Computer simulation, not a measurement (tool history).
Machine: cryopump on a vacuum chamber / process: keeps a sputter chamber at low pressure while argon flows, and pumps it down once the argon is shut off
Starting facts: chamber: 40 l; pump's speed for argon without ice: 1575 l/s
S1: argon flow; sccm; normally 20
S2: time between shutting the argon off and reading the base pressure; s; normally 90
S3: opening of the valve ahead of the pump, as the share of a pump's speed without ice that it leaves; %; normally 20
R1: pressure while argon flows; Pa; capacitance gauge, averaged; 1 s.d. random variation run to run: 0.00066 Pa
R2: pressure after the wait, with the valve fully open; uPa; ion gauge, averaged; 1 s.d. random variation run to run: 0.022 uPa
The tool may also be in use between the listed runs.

run 1 hour=0.0 | S1=20 S2=90 S3=20 | R1=0.1088 R2=0.87
run 2 hour=17.5 | S1=20 S2=90 S3=20 | R1=0.1104 R2=0.88
run 3 hour=29.1 | S1=20 S2=90 S3=20 | R1=0.1095 R2=0.85
run 4 hour=43.0 | S1=20 S2=90 S3=20 | R1=0.1110 R2=0.88
run 5 hour=54.8 | S1=20 S2=90 S3=20 | R1=0.1106 R2=0.91
run 6 hour=67.2 | S1=20 S2=90 S3=20 | R1=0.1114 R2=0.89
run 7 hour=89.8 | S1=20 S2=90 S3=20 | R1=0.1101 R2=0.86
run 8 hour=107.7 | S1=15 S2=90 S3=20 | R1=0.0841 R2=0.94
run 9 hour=128.0 | S1=15 S2=90 S3=33 | R1=0.0522 R2=0.91
run 10 hour=144.7 | S1=20 S2=90 S3=20 | R1=0.1117 R2=0.93
run 11 hour=160.9 | S1=20 S2=90 S3=20 | R1=0.1115 R2=0.95
run 12 hour=176.8 | S1=20 S2=90 S3=37 | R1=0.0624 R2=0.96
run 13 hour=190.3 | S1=18 S2=104 S3=51 | R1=0.0422 R2=0.88

The next listed run, before its measurement:
run 14 hour=208.3 | S1=28 S2=235 S3=48 | R1=? R2=?

Run 14 gave R1 0.0687 Pa, R2 0.71 uPa.
Take away the tool's hidden state, keep the run-to-run variation as it was, and the same run would have given R1 0.0619 Pa, R2 0.40 uPa.
